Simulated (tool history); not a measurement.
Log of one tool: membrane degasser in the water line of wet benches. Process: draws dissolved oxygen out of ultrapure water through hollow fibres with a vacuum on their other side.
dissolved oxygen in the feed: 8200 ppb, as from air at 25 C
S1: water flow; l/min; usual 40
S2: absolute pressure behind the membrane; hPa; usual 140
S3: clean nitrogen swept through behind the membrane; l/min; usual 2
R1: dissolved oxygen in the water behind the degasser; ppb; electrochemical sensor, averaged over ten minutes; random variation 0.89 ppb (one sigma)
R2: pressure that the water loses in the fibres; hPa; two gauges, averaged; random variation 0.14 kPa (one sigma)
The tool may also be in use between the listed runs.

run 1 day=0 | S1=40 S2=140 S3=2 | R1=461.3 R2=518.2
run 2 day=3.146 | S1=40 S2=140 S3=2 | R1=460.9 R2=515.5
run 3 day=7.65 | S1=40 S2=175 S3=2 | R1=599.6 R2=513.8
run 4 day=9.988 | S1=40 S2=140 S3=2 | R1=462 R2=516.1
run 5 day=13.108 | S1=40 S2=140 S3=1.69 | R1=529.7 R2=514.6
run 6 day=17.792 | S1=40 S2=140 S3=1.81 | R1=501.2 R2=512.6
run 7 day=21.858 | S1=40 S2=140 S3=1.81 | R1=500.1 R2=511.3
run 8 day=25.142 | S1=40 S2=140 S3=2 | R1=460.3 R2=511.3
run 9 day=27.675 | S1=40 S2=140 S3=2 | R1=459.4 R2=511.4
run 10 day=30.258 | S1=40 S2=140 S3=2 | R1=460.1 R2=514
run 11 day=32.942 | S1=40 S2=140 S3=2 | R1=460.2 R2=510.9
run 12 day=35.558 | S1=40 S2=140 S3=2 | R1=460.6 R2=508.9
run 13 day=38.421 | S1=40 S2=140 S3=2 | R1=461 R2=509.3
run 14 day=43.171 | S1=40 S2=140 S3=2 | R1=460.2 R2=510.8
run 15 day=45.617 | S1=40 S2=140 S3=2 | R1=459.5 R2=509.3
run 16 day=50.046 | S1=40 S2=140 S3=2 | R1=462.3 R2=506.9
run 17 day=54.783 | S1=40 S2=140 S3=2 | R1=460.1 R2=505.9
run 18 day=58.779 | S1=40 S2=95 S3=4.73 | R1=128.6 R2=506.2
-- day=59.521 gauge calibrated
run 19 day=61.146 | S1=40 S2=95 S3=4.73 | R1=128.8 R2=517.5
run 20 day=64.471 | S1=40 S2=154 S3=5.85 | R1=199.1 R2=517.6
run 21 day=69.421 | S1=45 S2=140 S3=2.39 | R1=439.9 R2=578.1
run 22 day=73.679 | S1=25 S2=140 S3=2 | R1=305 R2=321.6
run 23 day=76.462 | S1=25 S2=140 S3=3.88 | R1=165.1 R2=319.6
run 24 day=78.792 | S1=25 S2=140 S3=3.88 | R1=165 R2=320.9
run 25 day=81.196 | S1=62 S2=241 S3=3.88 | R1=719.3 R2=797
run 26 day=85.925 | S1=61 S2=140 S3=2 | R1=664.6 R2=785
run 27 day=90.267 | S1=40 S2=183 S3=1.26 | R1=913.2 R2=510
run 28 day=93.642 | S1=40 S2=194 S3=2 | R1=672.9 R2=508.9
run 29 day=97.088 | S1=40 S2=194 S3=2 | R1=673.5 R2=507.9
run 30 day=100.604 | S1=40 S2=194 S3=2 | R1=672.3 R2=507.7
run 31 day=103.825 | S1=40 S2=194 S3=2 | R1=673.3 R2=508.6
run 32 day=108.521 | S1=40 S2=194 S3=2 | R1=670.5 R2=507.6

Some steps in R2 between neighbouring runs. How much of each would the tool show without its hidden state too (settings, what came in, random variation), and how much is left for the hidden state, with any gauge scatter that isn't in both results?
The hidden state here: membrane still open, %; true pressure behind the membrane over the reading, kPa; air that leaks in behind the membrane, l/min; drift of the gauge itself on oxygen_ppb, %; drift of the gauge itself on loss_of_pressure_kpa, %.
Run 18 -> 19: gauge calibrated. R2 +11.3 hPa: hidden state +11.4, all else -0.1.
Run 21 -> 22: S1 45 -> 25, S3 2.39 -> 2. R2 -256.5 hPa: hidden state +0.4, all else -256.9.
Run 24 -> 25: S1 25 -> 62, S2 140 -> 241. R2 +476.1 hPa: hidden state -4.2, all else +480.3.
Run 26 -> 27: S1 61 -> 40, S2 140 -> 183, S3 2 -> 1.26. R2 -275 hPa: hidden state +1.8, all else -276.8.
